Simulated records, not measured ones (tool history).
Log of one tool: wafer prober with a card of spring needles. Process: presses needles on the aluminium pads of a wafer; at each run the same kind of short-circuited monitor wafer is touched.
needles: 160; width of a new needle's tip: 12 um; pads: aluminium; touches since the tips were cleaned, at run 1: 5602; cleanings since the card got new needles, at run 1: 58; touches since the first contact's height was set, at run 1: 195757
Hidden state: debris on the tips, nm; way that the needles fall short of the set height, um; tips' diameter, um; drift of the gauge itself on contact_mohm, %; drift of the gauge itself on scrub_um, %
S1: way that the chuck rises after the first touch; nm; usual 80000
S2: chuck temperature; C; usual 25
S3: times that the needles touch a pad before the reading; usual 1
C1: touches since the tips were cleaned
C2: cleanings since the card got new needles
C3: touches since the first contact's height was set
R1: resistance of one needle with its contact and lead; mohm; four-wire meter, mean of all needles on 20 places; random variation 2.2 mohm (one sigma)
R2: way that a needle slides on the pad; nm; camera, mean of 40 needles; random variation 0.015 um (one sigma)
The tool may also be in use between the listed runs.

| run | hour | S1 | S2 | S3 | C1 | C2 | C3 | R1 | R2 |
|---|---|---|---|---|---|---|---|---|---|
| 1 | 0 | 80000 | 25 | 1 | 5602 | 58 | 195757 | 299 | 10170 |
|  | 2.7 | tips cleaned on abrasive film |
|  | 17.3 | tips cleaned on abrasive film |
| 2 | 24.1 | 80000 | 25 | 1 | 2985 | 60 | 206264 | 282 | 10170 |
|  | 34 | tips cleaned on abrasive film |
| 3 | 41.4 | 89000 | 25 | 1 | 3242 | 61 | 213832 | 282 | 11320 |
|  | 50.4 | tips cleaned on abrasive film |
|  | 50.7 | height of the first contact set anew |
| 4 | 56 | 89000 | 25 | 1 | 2306 | 62 | 2306 | 273 | 11600 |
|  | 65.1 | tips cleaned on abrasive film |
| 5 | 69.3 | 89000 | 25 | 1 | 1853 | 63 | 8134 | 268 | 11590 |
|  | 79.9 | tips cleaned on abrasive film |
| 6 | 83 | 89000 | 25 | 1 | 1360 | 64 | 14093 | 264 | 11610 |
|  | 96.3 | tips cleaned on abrasive film |
| 7 | 109.1 | 89000 | 25 | 1 | 5618 | 65 | 25543 | 296 | 11590 |
|  | 111.7 | tips cleaned on abrasive film |
|  | 126.7 | tips cleaned on abrasive film |
| 8 | 126.7 | 89000 | 25 | 1 | 0 | 67 | 33206 | 249 | 11550 |
|  | 142.3 | tips cleaned on abrasive film |
| 9 | 146.9 | 89000 | 25 | 1 | 2028 | 68 | 42074 | 277 | 11560 |
|  | 157.3 | tips cleaned on abrasive film |
|  | 172 | tips cleaned on abrasive film |
| 10 | 172 | 80000 | 25 | 2 | 0 | 70 | 53048 | 256 | 10340 |
|  | 186.5 | tips cleaned on abrasive film |
| 11 | 195.1 | 80000 | 25 | 2 | 3797 | 71 | 63172 | 277 | 10380 |
|  | 201 | tips cleaned on abrasive film |
|  | 215.3 | tips cleaned on abrasive film |
| 12 | 223.9 | 78000 | 25 | 1 | 3784 | 73 | 75770 | 300 | 10060 |
|  | 230.5 | tips cleaned on abrasive film |
|  | 245.4 | tips cleaned on abrasive film |
| 13 | 245.4 | 74000 | 50 | 3 | 0 | 75 | 85128 | 260 | 9530 |
|  | 259.8 | tips cleaned on abrasive film |
| 14 | 263.2 | 62000 | 50 | 1 | 1529 | 76 | 92933 | 297 | 7940 |
|  | 274.5 | tips cleaned on abrasive film |
| 15 | 284.5 | 76000 | 51 | 2 | 4378 | 77 | 102244 | 287 | 9770 |
|  | 289 | tips cleaned on abrasive film |
|  | 304.4 | tips cleaned on abrasive film |
| 16 | 306 | 80000 | 28 | 3 | 730 | 79 | 111648 | 251 | 10250 |
|  | 319.7 | tips cleaned on abrasive film |
| 17 | 332.6 | 67000 | 40 | 1 | 5683 | 80 | 123304 | 334 | 8580 |
|  | 334.5 | tips cleaned on abrasive film |
|  | 349.2 | tips cleaned on abrasive film |
| 18 | 359.2 | 82000 | 66 | 1 | 4365 | 82 | 134901 | 305 | 10490 |
|  | 365.2 | tips cleaned on abrasive film |
|  | 380.3 | tips cleaned on abrasive film |
| 19 | 387.4 | 82000 | 66 | 1 | 3088 | 84 | 147232 | 301 | 10490 |
|  | 394.7 | tips cleaned on abrasive film |
| 20 | 404.9 | 80000 | 97 | 1 | 4487 | 85 | 154913 | 313 | 10250 |
|  | 410.9 | tips cleaned on abrasive film |
|  | 425.2 | tips cleaned on abrasive film |
| 21 | 430.1 | 80000 | 109 | 1 | 2162 | 87 | 165916 | 300 | 10210 |

Some steps in R1 between neighbouring runs. How much of each would the tool show without its hidden state too (settings, what came in, random variation), and how much is left for the hidden state, with any gauge scatter that isn't in both results?
Run 7 -> 8: tips cleaned on abrasive film, tips cleaned on abrasive film. R1 -47 mohm: hidden state -44, all else -3.
Run 12 -> 13: S1 78000 -> 74000, S2 25 -> 50, S3 1 -> 3, tips cleaned on abrasive film, tips cleaned on abrasive film. R1 -40 mohm: hidden state -47, all else +7.
Run 16 -> 17: S1 80000 -> 67000, S2 28 -> 40, S3 3 -> 1, tips cleaned on abrasive film. R1 +83 mohm: hidden state +74, all else +9.

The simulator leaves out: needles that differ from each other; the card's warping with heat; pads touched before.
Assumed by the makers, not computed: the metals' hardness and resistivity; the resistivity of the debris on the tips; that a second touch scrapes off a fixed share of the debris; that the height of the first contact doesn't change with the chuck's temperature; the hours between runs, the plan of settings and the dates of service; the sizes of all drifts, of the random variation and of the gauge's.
